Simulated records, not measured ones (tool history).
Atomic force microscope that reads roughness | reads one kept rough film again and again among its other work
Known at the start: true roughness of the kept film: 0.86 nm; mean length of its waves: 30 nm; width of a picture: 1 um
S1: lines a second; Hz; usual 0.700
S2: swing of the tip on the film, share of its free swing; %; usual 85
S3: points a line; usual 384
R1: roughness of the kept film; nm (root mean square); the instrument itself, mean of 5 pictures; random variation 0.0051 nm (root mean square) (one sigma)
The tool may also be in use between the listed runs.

run,hour,S1,S2,S3,R1
1,0.0,0.700,85,384,0.770
2,37.4,0.700,85,384,0.752
3,67.7,0.700,85,384,0.721
4,99.7,0.700,85,384,0.717
# hour 105.8: new tip fitted
5,118.7,0.700,85,384,0.778
6,154.6,0.700,85,272,0.752
# hour 158.7: height scale calibrated on a step standard
7,187.2,0.700,56,585,0.769
8,219.0,0.515,62,865,0.750
# hour 237.0: new tip fitted
9,258.1,0.700,57,257,0.789
10,278.0,0.700,85,287,0.757
# hour 300.2: height scale calibrated on a step standard, once more
11,307.0,0.510,75,287,0.771

5 ways to go on from here, each from the tool as it stands after run 11. What would each give?
A,334.0,1.950,66,320,?
B,334.0,0.801,85,701,?
C,334.0,0.510,67,287,?
D,334.0,2.426,74,275,?
E,334.0,3.515,75,315,?

run,R1
A,0.731
B,0.741
C,0.755
D,0.709
E,0.675
Without the tool's hidden state the same runs would have given:
run,R1
A,0.778
B,0.789
C,0.804
D,0.754
E,0.718

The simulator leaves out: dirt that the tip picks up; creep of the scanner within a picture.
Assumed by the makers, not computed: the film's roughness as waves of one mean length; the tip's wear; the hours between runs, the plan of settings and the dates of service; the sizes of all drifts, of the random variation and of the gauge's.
